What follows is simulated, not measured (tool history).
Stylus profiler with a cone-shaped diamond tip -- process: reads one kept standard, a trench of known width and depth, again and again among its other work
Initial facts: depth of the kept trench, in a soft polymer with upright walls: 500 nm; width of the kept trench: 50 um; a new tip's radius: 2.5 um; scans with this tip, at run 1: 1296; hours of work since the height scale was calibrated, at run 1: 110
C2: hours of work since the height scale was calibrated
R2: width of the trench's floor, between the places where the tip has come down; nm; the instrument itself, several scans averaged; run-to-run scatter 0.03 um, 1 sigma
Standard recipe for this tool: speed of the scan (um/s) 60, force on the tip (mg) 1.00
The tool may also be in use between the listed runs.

{"run": 1, "day": 0.0, "speed of the scan (um/s)": 60, "force on the tip (mg)": 1.0, "scans with this tip": 1296, "C2": 110, "depth of the trench (nm)": 503.02, "R2": 46080}
{"run": 2, "day": 0.304, "speed of the scan (um/s)": 60, "force on the tip (mg)": 1.0, "scans with this tip": 1350, "C2": 114, "depth of the trench (nm)": 502.78, "R2": 46060}
{"run": 3, "day": 0.708, "speed of the scan (um/s)": 60, "force on the tip (mg)": 1.0, "scans with this tip": 1423, "C2": 120, "depth of the trench (nm)": 502.6, "R2": 46050}
{"run": 4, "day": 1.242, "speed of the scan (um/s)": 60, "force on the tip (mg)": 1.0, "scans with this tip": 1519, "C2": 128, "depth of the trench (nm)": 502.63, "R2": 46040}
{"run": 5, "day": 1.629, "speed of the scan (um/s)": 60, "force on the tip (mg)": 1.0, "scans with this tip": 1588, "C2": 134, "depth of the trench (nm)": 502.98, "R2": 46020}
{"run": 6, "day": 2.167, "speed of the scan (um/s)": 60, "force on the tip (mg)": 1.0, "scans with this tip": 1685, "C2": 142, "depth of the trench (nm)": 502.75, "R2": 46060}
{"run": 7, "day": 2.575, "speed of the scan (um/s)": 60, "force on the tip (mg)": 1.0, "scans with this tip": 1758, "C2": 149, "depth of the trench (nm)": 502.41, "R2": 45970}
{"run": 8, "day": 3.05, "speed of the scan (um/s)": 60, "force on the tip (mg)": 1.0, "scans with this tip": 1843, "C2": 156, "depth of the trench (nm)": 502.43, "R2": 45950}
{"run": 9, "day": 3.754, "speed of the scan (um/s)": 190, "force on the tip (mg)": 1.0, "scans with this tip": 1970, "C2": 167, "depth of the trench (nm)": 502.57, "R2": 44660}
{"run": 10, "day": 4.142, "speed of the scan (um/s)": 60, "force on the tip (mg)": 2.27, "scans with this tip": 2040, "C2": 172, "depth of the trench (nm)": 504.86, "R2": 46150}
{"run": 11, "day": 4.517, "speed of the scan (um/s)": 60, "force on the tip (mg)": 2.27, "scans with this tip": 2107, "C2": 178, "depth of the trench (nm)": 504.96, "R2": 46080}
{"run": 12, "day": 5.075, "speed of the scan (um/s)": 60, "force on the tip (mg)": 2.27, "scans with this tip": 2207, "C2": 187, "depth of the trench (nm)": 504.87, "R2": 46150}
{"run": 13, "day": 5.471, "speed of the scan (um/s)": 60, "force on the tip (mg)": 2.27, "scans with this tip": 2278, "C2": 193, "depth of the trench (nm)": 504.87, "R2": 46020}
{"run": 14, "day": 5.817, "speed of the scan (um/s)": 60, "force on the tip (mg)": 2.27, "scans with this tip": 2340, "C2": 198, "depth of the trench (nm)": 504.89, "R2": 46050}
{"run": 15, "day": 6.404, "speed of the scan (um/s)": 60, "force on the tip (mg)": 2.27, "scans with this tip": 2446, "C2": 207, "depth of the trench (nm)": 505.01, "R2": 46010}
{"run": 16, "day": 6.946, "speed of the scan (um/s)": 60, "force on the tip (mg)": 2.27, "scans with this tip": 2543, "C2": 215, "depth of the trench (nm)": 504.76, "R2": 46020}
{"run": 17, "day": 7.412, "speed of the scan (um/s)": 60, "force on the tip (mg)": 2.27, "scans with this tip": 2627, "C2": 222, "depth of the trench (nm)": 504.88, "R2": 46020}
{"run": 18, "day": 7.967, "speed of the scan (um/s)": 60, "force on the tip (mg)": 2.27, "scans with this tip": 2726, "C2": 230, "depth of the trench (nm)": 504.91, "R2": 45970}
{"run": 19, "day": 8.492, "speed of the scan (um/s)": 60, "force on the tip (mg)": 2.27, "scans with this tip": 2821, "C2": 238, "depth of the trench (nm)": 504.93, "R2": 45990}
{"run": 20, "day": 9.062, "speed of the scan (um/s)": 60, "force on the tip (mg)": 1.0, "scans with this tip": 2923, "C2": 247, "depth of the trench (nm)": 502.66, "R2": 45740}
{"run": 21, "day": 9.7, "speed of the scan (um/s)": 60, "force on the tip (mg)": 1.0, "scans with this tip": 3037, "C2": 257, "depth of the trench (nm)": 502.62, "R2": 45720}
{"run": 22, "day": 10.4, "speed of the scan (um/s)": 60, "force on the tip (mg)": 1.0, "scans with this tip": 3163, "C2": 267, "depth of the trench (nm)": 502.66, "R2": 45670}
{"run": 23, "day": 10.725, "speed of the scan (um/s)": 60, "force on the tip (mg)": 1.0, "scans with this tip": 3222, "C2": 272, "depth of the trench (nm)": 502.94, "R2": 45700}
{"run": 24, "day": 11.146, "speed of the scan (um/s)": 17, "force on the tip (mg)": 1.2, "scans with this tip": 3297, "C2": 279, "depth of the trench (nm)": 502.82, "R2": 46130}
{"run": 25, "day": 11.683, "speed of the scan (um/s)": 17, "force on the tip (mg)": 1.2, "scans with this tip": 3394, "C2": 287, "depth of the trench (nm)": 503.23, "R2": 46060}
{"run": 26, "day": 12.338, "speed of the scan (um/s)": 17, "force on the tip (mg)": 2.56, "scans with this tip": 3511, "C2": 297, "depth of the trench (nm)": 505.21, "R2": 46070}
{"run": 27, "day": 12.775, "speed of the scan (um/s)": 35, "force on the tip (mg)": 0.58, "scans with this tip": 3590, "C2": 303, "depth of the trench (nm)": 501.43, "R2": 45730}
{"run": 28, "day": 13.454, "speed of the scan (um/s)": 158, "force on the tip (mg)": 1.94, "scans with this tip": 3712, "C2": 314, "depth of the trench (nm)": 504.15, "R2": 45070}
{"run": 29, "day": 13.762, "speed of the scan (um/s)": 30, "force on the tip (mg)": 0.41, "scans with this tip": 3767, "C2": 318, "depth of the trench (nm)": 501.1, "R2": 45660}
{"run": 30, "day": 14.342, "speed of the scan (um/s)": 100, "force on the tip (mg)": 1.85, "scans with this tip": 3871, "C2": 327, "depth of the trench (nm)": 503.8, "R2": 45410}
{"run": 31, "day": 14.912, "speed of the scan (um/s)": 38, "force on the tip (mg)": 0.84, "scans with this tip": 3974, "C2": 336, "depth of the trench (nm)": 502.02, "R2": 45670}
{"run": 32, "day": 15.317, "speed of the scan (um/s)": 38, "force on the tip (mg)": 0.49, "scans with this tip": 4046, "C2": 342, "depth of the trench (nm)": 501.27, "R2": 45590}
{"run": 33, "day": 15.888, "speed of the scan (um/s)": 38, "force on the tip (mg)": 0.49, "scans with this tip": 4148, "C2": 351, "depth of the trench (nm)": 501.21, "R2": 45590}
{"run": 34, "day": 16.4, "speed of the scan (um/s)": 74, "force on the tip (mg)": 0.88, "scans with this tip": 4241, "C2": 358, "depth of the trench (nm)": 502.32, "R2": 45280}
{"run": 35, "day": 16.858, "speed of the scan (um/s)": 74, "force on the tip (mg)": 0.88, "scans with this tip": 4323, "C2": 365, "depth of the trench (nm)": 501.71, "R2": 45270}
{"run": 36, "day": 17.321, "speed of the scan (um/s)": 74, "force on the tip (mg)": 0.88, "scans with this tip": 4406, "C2": 372, "depth of the trench (nm)": 502.15, "R2": 45280}
{"run": 37, "day": 17.671, "speed of the scan (um/s)": 100, "force on the tip (mg)": 1.21, "scans with this tip": 4469, "C2": 378, "depth of the trench (nm)": 502.59, "R2": 45150}
{"run": 38, "day": 18.042, "speed of the scan (um/s)": 100, "force on the tip (mg)": 1.21, "scans with this tip": 4536, "C2": 383, "depth of the trench (nm)": 502.75, "R2": 45140}
{"run": 39, "day": 18.579, "speed of the scan (um/s)": 22, "force on the tip (mg)": 0.62, "scans with this tip": 4632, "C2": 391, "depth of the trench (nm)": 501.37, "R2": 45700}
{"run": 40, "day": 19.042, "speed of the scan (um/s)": 22, "force on the tip (mg)": 0.62, "scans with this tip": 4715, "C2": 398, "depth of the trench (nm)": 501.57, "R2": 45700}
{"run": 41, "day": 19.762, "speed of the scan (um/s)": 22, "force on the tip (mg)": 0.62, "scans with this tip": 4845, "C2": 409, "depth of the trench (nm)": 501.24, "R2": 45650}
{"run": 42, "day": 20.492, "speed of the scan (um/s)": 121, "force on the tip (mg)": 0.5, "scans with this tip": 4976, "C2": 420, "depth of the trench (nm)": 500.98, "R2": 44240}

Consider 3 possible next runs. They are alternatives, not a sequence: every one starts from the tool as it was left by run 42. What does each give?
{"run": "A", "day": 20.883, "speed of the scan (um/s)": 45, "force on the tip (mg)": 0.92, "scans with this tip": 5046, "C2": 426, "depth of the trench (nm)": "?", "R2": "?"}
{"run": "B", "day": 20.883, "speed of the scan (um/s)": 28, "force on the tip (mg)": 0.98, "scans with this tip": 5046, "C2": 426, "depth of the trench (nm)": "?", "R2": "?"}
{"run": "C", "day": 20.883, "speed of the scan (um/s)": 45, "force on the tip (mg)": 0.55, "scans with this tip": 5046, "C2": 426, "depth of the trench (nm)": "?", "R2": "?"}

run=A depth_of_the_trench_(nm)=501.74 R2=45450
run=B depth_of_the_trench_(nm)=502.05 R2=45630
run=C depth_of_the_trench_(nm)=501.24 R2=45290
With the hidden condition removed and each run's random variation left untouched, the same runs would have given:
run=A depth_of_the_trench_(nm)=502.61 R2=46530
run=B depth_of_the_trench_(nm)=502.92 R2=46720
run=C depth_of_the_trench_(nm)=502.11 R2=46380
